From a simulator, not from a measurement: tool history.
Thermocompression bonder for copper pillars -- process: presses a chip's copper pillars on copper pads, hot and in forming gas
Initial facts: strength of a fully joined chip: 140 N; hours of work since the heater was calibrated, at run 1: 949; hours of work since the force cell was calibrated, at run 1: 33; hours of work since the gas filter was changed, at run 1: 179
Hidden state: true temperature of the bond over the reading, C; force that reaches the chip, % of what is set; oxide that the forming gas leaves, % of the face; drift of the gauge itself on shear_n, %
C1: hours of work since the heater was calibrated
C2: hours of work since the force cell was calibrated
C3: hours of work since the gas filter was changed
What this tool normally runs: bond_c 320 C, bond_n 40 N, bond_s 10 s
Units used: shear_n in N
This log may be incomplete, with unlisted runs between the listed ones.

{"run": 1, "hour": 0.0, "bond_c": 320, "bond_n": 40, "bond_s": 10, "C1": 949, "C2": 33, "C3": 179, "shear_n": 67.9}
{"run": 2, "hour": 7.5, "bond_c": 320, "bond_n": 40, "bond_s": 10, "C1": 953, "C2": 37, "C3": 183, "shear_n": 68.0}
{"run": 3, "hour": 14.1, "bond_c": 320, "bond_n": 40, "bond_s": 10, "C1": 956, "C2": 40, "C3": 186, "shear_n": 67.9}
{"run": 4, "hour": 20.2, "bond_c": 320, "bond_n": 40, "bond_s": 10, "C1": 959, "C2": 43, "C3": 189, "shear_n": 68.0}
{"run": 5, "hour": 26.7, "bond_c": 320, "bond_n": 40, "bond_s": 10, "C1": 963, "C2": 46, "C3": 192, "shear_n": 67.8}
{"run": 6, "hour": 34.4, "bond_c": 320, "bond_n": 40, "bond_s": 10, "C1": 966, "C2": 50, "C3": 196, "shear_n": 68.0}
{"run": 7, "hour": 44.2, "bond_c": 320, "bond_n": 40, "bond_s": 10, "C1": 971, "C2": 55, "C3": 201, "shear_n": 68.0}
{"run": 8, "hour": 49.0, "bond_c": 320, "bond_n": 40, "bond_s": 10, "C1": 974, "C2": 57, "C3": 203, "shear_n": 68.0}
{"run": 9, "hour": 54.2, "bond_c": 320, "bond_n": 40, "bond_s": 10, "C1": 976, "C2": 60, "C3": 206, "shear_n": 67.8}
{"run": 10, "hour": 62.7, "bond_c": 320, "bond_n": 40, "bond_s": 10, "C1": 981, "C2": 64, "C3": 210, "shear_n": 68.0}
{"run": 11, "hour": 66.8, "bond_c": 320, "bond_n": 40, "bond_s": 10, "C1": 983, "C2": 66, "C3": 212, "shear_n": 68.1}
{"run": 12, "hour": 73.0, "bond_c": 320, "bond_n": 40, "bond_s": 10, "C1": 986, "C2": 69, "C3": 215, "shear_n": 68.0}
{"run": 13, "hour": 79.5, "bond_c": 320, "bond_n": 40, "bond_s": 10, "C1": 989, "C2": 73, "C3": 219, "shear_n": 68.1}
{"run": 14, "hour": 83.8, "bond_c": 320, "bond_n": 40, "bond_s": 10, "C1": 991, "C2": 75, "C3": 221, "shear_n": 68.1}
{"run": 15, "hour": 92.9, "bond_c": 320, "bond_n": 40, "bond_s": 17, "C1": 996, "C2": 79, "C3": 225, "shear_n": 81.1}
{"run": 16, "hour": 100.8, "bond_c": 320, "bond_n": 40, "bond_s": 17, "C1": 1000, "C2": 83, "C3": 229, "shear_n": 81.3}
{"run": 17, "hour": 110.0, "bond_c": 320, "bond_n": 40, "bond_s": 17, "C1": 1004, "C2": 88, "C3": 234, "shear_n": 81.1}
{"run": 18, "hour": 119.2, "bond_c": 320, "bond_n": 39, "bond_s": 17, "C1": 1009, "C2": 92, "C3": 238, "shear_n": 80.4}
{"run": 19, "hour": 124.7, "bond_c": 320, "bond_n": 39, "bond_s": 17, "C1": 1012, "C2": 95, "C3": 241, "shear_n": 80.1}
{"run": 20, "hour": 130.7, "bond_c": 320, "bond_n": 40, "bond_s": 10, "C1": 1015, "C2": 98, "C3": 244, "shear_n": 68.1}
{"run": 21, "hour": 137.4, "bond_c": 309, "bond_n": 46, "bond_s": 10, "C1": 1018, "C2": 101, "C3": 248, "shear_n": 67.0}
{"run": 22, "hour": 146.5, "bond_c": 324, "bond_n": 32, "bond_s": 10, "C1": 1022, "C2": 106, "C3": 252, "shear_n": 62.6}
{"run": 23, "hour": 152.6, "bond_c": 320, "bond_n": 30, "bond_s": 11, "C1": 1025, "C2": 109, "C3": 255, "shear_n": 61.0}
{"run": 24, "hour": 161.3, "bond_c": 320, "bond_n": 30, "bond_s": 11, "C1": 1030, "C2": 113, "C3": 259, "shear_n": 60.9}
{"run": 25, "hour": 169.0, "bond_c": 332, "bond_n": 30, "bond_s": 5, "C1": 1034, "C2": 117, "C3": 263, "shear_n": 49.5}
{"run": 26, "hour": 176.6, "bond_c": 330, "bond_n": 35, "bond_s": 10, "C1": 1037, "C2": 121, "C3": 267, "shear_n": 68.5}
{"run": 27, "hour": 185.1, "bond_c": 301, "bond_n": 47, "bond_s": 6, "C1": 1042, "C2": 125, "C3": 271, "shear_n": 52.3}
{"run": 28, "hour": 191.8, "bond_c": 315, "bond_n": 55, "bond_s": 20, "C1": 1045, "C2": 129, "C3": 275, "shear_n": 93.7}
{"run": 29, "hour": 196.0, "bond_c": 320, "bond_n": 27, "bond_s": 8, "C1": 1047, "C2": 131, "C3": 277, "shear_n": 51.2}
{"run": 30, "hour": 204.5, "bond_c": 348, "bond_n": 25, "bond_s": 19, "C1": 1051, "C2": 135, "C3": 281, "shear_n": 82.0}
{"run": 31, "hour": 212.7, "bond_c": 348, "bond_n": 25, "bond_s": 19, "C1": 1055, "C2": 139, "C3": 285, "shear_n": 81.9}

Run 32, settings as shown, results not yet in. Your forecast:
{"run": 32, "hour": 221.3, "bond_c": 348, "bond_n": 25, "bond_s": 19, "C1": 1060, "C2": 143, "C3": 289, "shear_n": "?"}

shear_n: 82.0 N
With no hidden state in the tool, this same run would have given shear_n 82.0 N.
